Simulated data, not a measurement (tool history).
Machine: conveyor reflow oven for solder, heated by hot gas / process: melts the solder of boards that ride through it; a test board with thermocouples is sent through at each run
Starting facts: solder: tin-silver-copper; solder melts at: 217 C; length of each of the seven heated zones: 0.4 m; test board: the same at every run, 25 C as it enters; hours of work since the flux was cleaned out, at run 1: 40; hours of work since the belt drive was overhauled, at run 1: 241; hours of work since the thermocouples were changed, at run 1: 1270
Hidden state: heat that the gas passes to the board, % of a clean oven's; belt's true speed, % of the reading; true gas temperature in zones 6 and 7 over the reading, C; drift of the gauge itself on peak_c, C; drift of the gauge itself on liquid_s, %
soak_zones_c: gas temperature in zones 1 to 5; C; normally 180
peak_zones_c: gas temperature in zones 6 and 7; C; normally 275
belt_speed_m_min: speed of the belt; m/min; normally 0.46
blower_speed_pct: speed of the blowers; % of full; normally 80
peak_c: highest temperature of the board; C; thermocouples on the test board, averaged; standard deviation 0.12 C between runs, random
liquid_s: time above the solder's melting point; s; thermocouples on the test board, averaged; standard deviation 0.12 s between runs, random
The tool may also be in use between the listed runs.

run	hour	soak_zones_c	peak_zones_c	belt_speed_m_min	blower_speed_pct	hours of work since the flux was cleaned out	hours of work since the belt drive was overhauled	hours of work since the thermocouples were changed	peak_c	liquid_s
1	0	180	275	0.46	80	40	241	1270	266	93.6
2	61.9	180	275	0.46	80	65	267	1295	266.1	93.3
3	154.4	180	275	0.46	80	103	304	1333	266.1	93.4
# hour 248.4: thermocouples of zones 6 and 7 changed
4	248.4	180	275	0.46	80	140	342	0	265.9	93.3
5	332.2	180	275	0.46	73	174	376	34	264.7	92.4
6	413.8	180	272	0.46	80	208	409	67	263	91.6
7	462.9	180	272	0.46	80	228	429	88	263.2	91.8
8	535.3	180	272	0.46	80	257	459	117	263	91.7
9	600.9	180	275	0.46	85	284	486	144	266.9	94
10	687.4	180	275	0.46	57	319	521	179	261.1	89.8
# hour 769: flux residue cleaned out of gas plates and filters
11	783.1	180	267	0.46	57	6	558	216	254.2	83.8
12	869.7	180	267	0.46	57	41	593	252	254.3	84
13	954.6	180	267	0.46	58	76	628	286	254.4	84.2
14	995.7	194	278	0.449	63	93	645	303	268.2	103.9
15	1040.5	181	274	0.449	63	111	663	321	262.7	93.7
16	1095.9	187	268	0.461	69	133	686	344	258.6	91.7
17	1146.2	195	275	0.46	61	154	706	364	264.5	100
18	1221.7	189	285	0.46	73	185	737	395	275.2	102.1
19	1300.8	184	285	0.522	71	217	769	427	270.8	85.9
# hour 1326.2: belt drive overhauled, speed set with a stopwatch
20	1382.3	195	268	0.491	87	249	23	459	260.6	91.8
21	1420.1	168	273	0.5	60	264	38	474	256	72.5
22	1508.9	168	273	0.5	60	300	75	511	255.8	72.3
23	1556.6	171	275	0.46	66	320	94	530	262.4	86.5

Consider 3 possible next runs. They are alternatives, not a sequence: every one starts from the tool as it was left by run 23. What does each give?
A	1615.4	171	279	0.413	66	344	118	554	?	?
B	1615.4	171	281	0.46	88	344	118	554	?	?
C	1615.4	171	278	0.46	70	344	118	554	?	?

run	peak_c	liquid_s
A	268.9	101.8
B	272	93.3
C	266	89.3
Take away the tool's hidden state, keep each run's random variation, and the runs would have read:
run	peak_c	liquid_s
A	268.9	101.8
B	272	93.3
C	266	89.3

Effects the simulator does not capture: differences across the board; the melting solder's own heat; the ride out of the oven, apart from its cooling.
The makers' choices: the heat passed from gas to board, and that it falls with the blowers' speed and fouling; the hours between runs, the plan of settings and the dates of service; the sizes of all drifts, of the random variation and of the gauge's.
